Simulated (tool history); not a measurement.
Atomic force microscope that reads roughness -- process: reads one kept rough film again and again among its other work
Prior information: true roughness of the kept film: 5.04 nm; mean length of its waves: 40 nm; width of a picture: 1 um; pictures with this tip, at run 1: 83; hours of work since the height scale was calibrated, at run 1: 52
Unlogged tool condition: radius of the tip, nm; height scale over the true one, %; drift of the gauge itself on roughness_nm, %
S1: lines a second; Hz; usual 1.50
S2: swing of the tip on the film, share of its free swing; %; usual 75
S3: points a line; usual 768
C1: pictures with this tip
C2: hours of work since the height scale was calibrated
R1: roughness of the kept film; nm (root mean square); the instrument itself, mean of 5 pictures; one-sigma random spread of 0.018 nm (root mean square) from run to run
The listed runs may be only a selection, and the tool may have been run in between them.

run,hour,S1,S2,S3,C1,C2,R1
1,0.0,1.50,75,768,83,52,4.079
# hour 2.5: new tip fitted
2,20.3,1.50,75,768,28,63,4.218
3,35.3,1.50,75,768,52,71,4.153
# hour 57.8: new tip fitted
4,58.5,1.50,56,768,1,83,4.584
5,70.9,1.50,56,768,21,89,4.496
6,81.7,1.50,56,768,37,95,4.450
7,92.9,1.50,56,768,55,101,4.401
8,106.5,1.50,56,768,76,108,4.277
# hour 114.0: new tip fitted
9,117.1,1.50,56,311,5,113,4.535
10,135.6,1.50,56,311,34,123,4.460
11,147.2,0.61,75,768,52,129,4.350
12,160.4,0.61,75,531,73,136,4.275
# hour 169.9: new tip fitted
13,179.9,0.61,75,531,15,146,4.516
14,191.4,1.50,75,768,33,153,4.169
15,212.2,0.80,68,542,66,164,4.340
# hour 225.9: new tip fitted
16,230.3,1.84,75,768,7,173,4.203
17,251.4,3.66,55,365,40,184,4.272
18,266.4,0.77,55,357,64,192,4.399
# hour 269.3: height scale calibrated on a step standard
# hour 282.6: new tip fitted
19,289.9,0.77,76,923,11,11,4.446
20,312.7,0.77,58,365,47,23,4.460
21,328.5,0.79,58,365,71,31,4.342
# hour 334.1: height scale calibrated on a step standard, once more
# hour 339.7: new tip fitted
22,348.4,1.94,77,288,14,7,4.074
23,358.6,1.64,63,568,30,13,4.378
24,372.3,1.64,63,568,51,20,4.312
25,392.5,3.06,56,525,83,31,4.180
# hour 395.6: new tip fitted
26,403.2,1.21,56,920,12,36,4.540
27,424.5,1.50,60,768,45,47,4.330
28,441.0,2.65,60,396,71,56,4.136

Forecast each of these 3 alternatives for the next run:
# hour 452.2: new tip fitted
A,455.6,1.50,58,768,5,63,?
# hour 452.2: new tip fitted
B,455.6,2.65,60,864,5,63,?
# hour 452.2: new tip fitted
C,455.6,1.30,60,1016,5,63,?

run,R1
A,4.534
B,4.355
C,4.528
Without the tool's hidden state the same runs would have given:
run,R1
A,4.572
B,4.392
C,4.567
